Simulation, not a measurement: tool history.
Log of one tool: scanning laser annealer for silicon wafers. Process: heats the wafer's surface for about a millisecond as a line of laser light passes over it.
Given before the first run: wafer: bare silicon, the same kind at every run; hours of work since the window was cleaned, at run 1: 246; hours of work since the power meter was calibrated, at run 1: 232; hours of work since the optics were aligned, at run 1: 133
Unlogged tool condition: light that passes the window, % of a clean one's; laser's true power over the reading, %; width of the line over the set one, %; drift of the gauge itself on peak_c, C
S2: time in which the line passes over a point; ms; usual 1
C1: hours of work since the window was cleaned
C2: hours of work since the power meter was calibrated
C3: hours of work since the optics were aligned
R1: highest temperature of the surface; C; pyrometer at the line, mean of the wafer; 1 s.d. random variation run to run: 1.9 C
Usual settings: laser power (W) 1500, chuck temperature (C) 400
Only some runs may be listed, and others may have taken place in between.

run 1 hour=0 | laser_power_(W)=1500 S2=1 chuck_temperature_(C)=400 | C1=246 C2=232 C3=133 | R1=1211
run 2 hour=11 | laser_power_(W)=1500 S2=1 chuck_temperature_(C)=400 | C1=253 C2=238 C3=140 | R1=1213
run 3 hour=20.1 | laser_power_(W)=1500 S2=1 chuck_temperature_(C)=400 | C1=259 C2=244 C3=146 | R1=1212
run 4 hour=29 | laser_power_(W)=1500 S2=1 chuck_temperature_(C)=398 | C1=264 C2=249 C3=151 | R1=1207
run 5 hour=40.6 | laser_power_(W)=1477 S2=1 chuck_temperature_(C)=400 | C1=272 C2=257 C3=158 | R1=1196
run 6 hour=53.5 | laser_power_(W)=1500 S2=1 chuck_temperature_(C)=400 | C1=279 C2=265 C3=166 | R1=1213
run 7 hour=71.5 | laser_power_(W)=1500 S2=1 chuck_temperature_(C)=400 | C1=291 C2=276 C3=177 | R1=1211
run 8 hour=83.6 | laser_power_(W)=1500 S2=1 chuck_temperature_(C)=400 | C1=298 C2=283 C3=185 | R1=1212
run 9 hour=91.9 | laser_power_(W)=1500 S2=1 chuck_temperature_(C)=400 | C1=303 C2=288 C3=190 | R1=1210
run 10 hour=107.2 | laser_power_(W)=1500 S2=1 chuck_temperature_(C)=400 | C1=313 C2=298 C3=199 | R1=1210
run 11 hour=117.6 | laser_power_(W)=1500 S2=0.72 chuck_temperature_(C)=400 | C1=319 C2=304 C3=206 | R1=1074
run 12 hour=134.1 | laser_power_(W)=1500 S2=0.91 chuck_temperature_(C)=400 | C1=329 C2=314 C3=216 | R1=1165
run 13 hour=143.4 | laser_power_(W)=1500 S2=0.91 chuck_temperature_(C)=400 | C1=335 C2=320 C3=221 | R1=1167
run 14 hour=152.9 | laser_power_(W)=1500 S2=0.91 chuck_temperature_(C)=400 | C1=341 C2=326 C3=227 | R1=1168
run 15 hour=170.3 | laser_power_(W)=1500 S2=1 chuck_temperature_(C)=400 | C1=351 C2=336 C3=238 | R1=1205
run 16 hour=180.5 | laser_power_(W)=1500 S2=1 chuck_temperature_(C)=400 | C1=358 C2=343 C3=244 | R1=1205
run 17 hour=191 | laser_power_(W)=1500 S2=1 chuck_temperature_(C)=400 | C1=364 C2=349 C3=251 | R1=1207
run 18 hour=201.8 | laser_power_(W)=1397 S2=1 chuck_temperature_(C)=400 | C1=371 C2=356 C3=257 | R1=1145
run 19 hour=215.3 | laser_power_(W)=1397 S2=1 chuck_temperature_(C)=400 | C1=379 C2=364 C3=266 | R1=1147
run 20 hour=226.8 | laser_power_(W)=1397 S2=1 chuck_temperature_(C)=400 | C1=386 C2=371 C3=273 | R1=1142
-- hour=230.5 laser's power meter calibrated
run 21 hour=242.6 | laser_power_(W)=1397 S2=1 chuck_temperature_(C)=400 | C1=394 C2=7 C3=281 | R1=1143
run 22 hour=255.8 | laser_power_(W)=1397 S2=1 chuck_temperature_(C)=400 | C1=402 C2=16 C3=289 | R1=1140
run 23 hour=273.3 | laser_power_(W)=1397 S2=1 chuck_temperature_(C)=400 | C1=413 C2=26 C3=300 | R1=1141
run 24 hour=290.7 | laser_power_(W)=1482 S2=0.81 chuck_temperature_(C)=370 | C1=424 C2=37 C3=310 | R1=1068
run 25 hour=300.5 | laser_power_(W)=1399 S2=1.25 chuck_temperature_(C)=400 | C1=430 C2=43 C3=316 | R1=1239
run 26 hour=317.3 | laser_power_(W)=1462 S2=1.14 chuck_temperature_(C)=429 | C1=440 C2=53 C3=327 | R1=1259
-- hour=331.6 laser's power meter calibrated, once more
run 27 hour=333 | laser_power_(W)=1426 S2=1 chuck_temperature_(C)=373 | C1=448 C2=1 C3=334 | R1=1130
run 28 hour=349.1 | laser_power_(W)=1462 S2=0.7 chuck_temperature_(C)=419 | C1=458 C2=11 C3=344 | R1=1054
run 29 hour=366 | laser_power_(W)=1462 S2=0.8 chuck_temperature_(C)=409 | C1=468 C2=21 C3=355 | R1=1098
run 30 hour=383.4 | laser_power_(W)=1507 S2=0.72 chuck_temperature_(C)=413 | C1=479 C2=32 C3=366 | R1=1082
run 31 hour=401.1 | laser_power_(W)=1500 S2=0.72 chuck_temperature_(C)=400 | C1=490 C2=43 C3=376 | R1=1064
run 32 hour=412.2 | laser_power_(W)=1500 S2=1 chuck_temperature_(C)=380 | C1=497 C2=50 C3=383 | R1=1177
run 33 hour=423.7 | laser_power_(W)=1500 S2=1 chuck_temperature_(C)=436 | C1=504 C2=57 C3=390 | R1=1235
run 34 hour=435 | laser_power_(W)=1500 S2=1 chuck_temperature_(C)=436 | C1=511 C2=64 C3=397 | R1=1230
run 35 hour=452.5 | laser_power_(W)=1302 S2=0.95 chuck_temperature_(C)=406 | C1=521 C2=74 C3=408 | R1=1067
run 36 hour=465.1 | laser_power_(W)=1302 S2=0.95 chuck_temperature_(C)=406 | C1=529 C2=82 C3=416 | R1=1072
run 37 hour=474.4 | laser_power_(W)=1456 S2=1 chuck_temperature_(C)=403 | C1=535 C2=88 C3=422 | R1=1174
run 38 hour=482.8 | laser_power_(W)=1456 S2=1 chuck_temperature_(C)=403 | C1=540 C2=93 C3=427 | R1=1172
run 39 hour=493.3 | laser_power_(W)=1456 S2=1 chuck_temperature_(C)=403 | C1=546 C2=100 C3=433 | R1=1172
run 40 hour=511.4 | laser_power_(W)=1456 S2=1 chuck_temperature_(C)=403 | C1=558 C2=111 C3=444 | R1=1173
run 41 hour=519.2 | laser_power_(W)=1456 S2=1 chuck_temperature_(C)=403 | C1=562 C2=116 C3=449 | R1=1172

Each row is a separate what-if for the run after 41, all from the same tool condition, not one after another. Results?
run A hour=531.9 | laser_power_(W)=1589 S2=1 chuck_temperature_(C)=427 | C1=570 C2=123 C3=457 | R1=?
run B hour=531.9 | laser_power_(W)=1407 S2=1 chuck_temperature_(C)=396 | C1=570 C2=123 C3=457 | R1=?
run C hour=531.9 | laser_power_(W)=1380 S2=1 chuck_temperature_(C)=400 | C1=570 C2=123 C3=457 | R1=?
run D hour=531.9 | laser_power_(W)=1456 S2=1 chuck_temperature_(C)=367 | C1=570 C2=123 C3=457 | R1=?

run=A R1=1270
run=B R1=1136
run=C R1=1123
run=D R1=1135
Had the tool no hidden state, the same runs would have come out as:
run=A R1=1316
run=B R1=1176
run=C R1=1162
run=D R1=1177
